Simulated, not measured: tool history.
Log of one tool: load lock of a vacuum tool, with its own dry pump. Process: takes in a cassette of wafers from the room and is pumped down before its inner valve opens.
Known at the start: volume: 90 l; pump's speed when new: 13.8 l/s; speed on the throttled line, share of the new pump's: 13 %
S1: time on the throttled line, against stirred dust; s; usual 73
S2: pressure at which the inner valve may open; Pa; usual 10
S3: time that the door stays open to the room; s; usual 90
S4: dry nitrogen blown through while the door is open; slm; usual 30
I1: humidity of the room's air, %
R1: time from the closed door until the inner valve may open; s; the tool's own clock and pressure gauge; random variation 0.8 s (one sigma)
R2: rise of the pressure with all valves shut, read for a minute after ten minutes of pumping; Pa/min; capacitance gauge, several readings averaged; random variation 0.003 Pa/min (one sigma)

Run 1, hour 0: usual settings; I1 45.1. Result: R1 124.7 s, R2 0.215 Pa/min.
Run 2, hour 45: usual settings; I1 39.8. Result: R1 124.2 s, R2 0.229 Pa/min.
Run 3, hour 134.1: usual settings; I1 43.9. Result: R1 125.2 s, R2 0.24 Pa/min.
Run 4, hour 179.6: usual settings but S4 5 slm; I1 43.6. Result: R1 123.6 s, R2 0.249 Pa/min.
Run 5, hour 283: usual settings but S4 41 slm; I1 44.8. Result: R1 125.5 s, R2 0.243 Pa/min.
Run 6, hour 355.6: usual settings but S1 126 s, S2 8 Pa, S3 41 s, S4 8 slm; I1 43.2. Result: R1 173.1 s, R2 0.246 Pa/min.
Run 7, hour 460: usual settings but S1 126 s, S2 11 Pa, S3 41 s, S4 8 slm; I1 45.1. Result: R1 171.1 s, R2 0.253 Pa/min.
Run 8, hour 507.3: usual settings but S1 126 s, S2 11 Pa, S3 41 s, S4 8 slm; I1 44.1. Result: R1 170.5 s, R2 0.261 Pa/min.
Run 9, hour 581.7: usual settings but S1 126 s, S2 11 Pa, S3 41 s, S4 8 slm; I1 44.9. Result: R1 170.9 s, R2 0.259 Pa/min.
Run 10, hour 681.9: usual settings but S1 98 s; I1 43.9. Result: R1 146.9 s, R2 0.263 Pa/min.

4 ways to go on from here, each from the tool as it stands after run 10. What would each give?
Run A, hour 733: usual settings but S1 98 s, S4 8 slm; I1 43.9. Result: R1 ?, R2 ?.
Run B, hour 733: usual settings but S1 98 s, S2 15 Pa, S3 153 s; I1 44.2. Result: R1 ?, R2 ?.
Run C, hour 733: usual settings but S1 98 s, S3 58 s, S4 44 slm; I1 46.9. Result: R1 ?, R2 ?.
Run D, hour 733: usual settings but S1 94 s, S3 99 s, S4 11 slm; I1 44.4. Result: R1 ?, R2 ?.

run     R1     R2
  A  147.5  0.277
  B  143.2  0.273
  C  145.5   0.26
  D  143.2  0.276
Without the tool's hidden state the same runs would have given:
run     R1     R2
  A  146.8  0.024
  B  142.5  0.018
  C  144.8  0.009
  D  142.5  0.022

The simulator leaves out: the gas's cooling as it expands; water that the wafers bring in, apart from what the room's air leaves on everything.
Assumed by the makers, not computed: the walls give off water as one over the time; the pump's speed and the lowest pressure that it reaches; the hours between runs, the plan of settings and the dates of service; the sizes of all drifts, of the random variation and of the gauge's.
